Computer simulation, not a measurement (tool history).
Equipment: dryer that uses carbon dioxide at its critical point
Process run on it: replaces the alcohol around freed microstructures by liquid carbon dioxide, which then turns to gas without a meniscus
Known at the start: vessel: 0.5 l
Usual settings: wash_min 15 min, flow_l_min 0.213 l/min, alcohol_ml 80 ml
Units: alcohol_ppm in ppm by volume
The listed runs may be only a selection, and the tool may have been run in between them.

run 1 hour=0 | wash_min=15 flow_l_min=0.213 alcohol_ml=80 | alcohol_ppm=865
run 2 hour=14.5 | wash_min=15 flow_l_min=0.213 alcohol_ml=79 | alcohol_ppm=892
run 3 hour=24.9 | wash_min=15 flow_l_min=0.213 alcohol_ml=80 | alcohol_ppm=885
run 4 hour=35 | wash_min=15 flow_l_min=0.213 alcohol_ml=80 | alcohol_ppm=873
run 5 hour=51.6 | wash_min=15 flow_l_min=0.213 alcohol_ml=80 | alcohol_ppm=896
run 6 hour=60.7 | wash_min=15 flow_l_min=0.213 alcohol_ml=80 | alcohol_ppm=882
run 7 hour=75.2 | wash_min=15 flow_l_min=0.213 alcohol_ml=80 | alcohol_ppm=906
run 8 hour=86.8 | wash_min=15 flow_l_min=0.213 alcohol_ml=80 | alcohol_ppm=884
run 9 hour=101.4 | wash_min=15 flow_l_min=0.213 alcohol_ml=80 | alcohol_ppm=877
run 10 hour=115.2 | wash_min=15 flow_l_min=0.177 alcohol_ml=80 | alcohol_ppm=2073
run 11 hour=124.2 | wash_min=15 flow_l_min=0.241 alcohol_ml=80 | alcohol_ppm=488
run 12 hour=132.7 | wash_min=15 flow_l_min=0.232 alcohol_ml=30 | alcohol_ppm=234
run 13 hour=149.8 | wash_min=11 flow_l_min=0.329 alcohol_ml=26 | alcohol_ppm=194
run 14 hour=160.1 | wash_min=10 flow_l_min=0.213 alcohol_ml=80 | alcohol_ppm=4991

Expected results for the next run?
run 15 hour=170.8 | wash_min=15 flow_l_min=0.266 alcohol_ml=80 | alcohol_ppm=?

{"run 15": {"alcohol_ppm": 287}}
The same run, on a tool lacking any hidden state, would have yielded alcohol_ppm 241 ppm by volume.
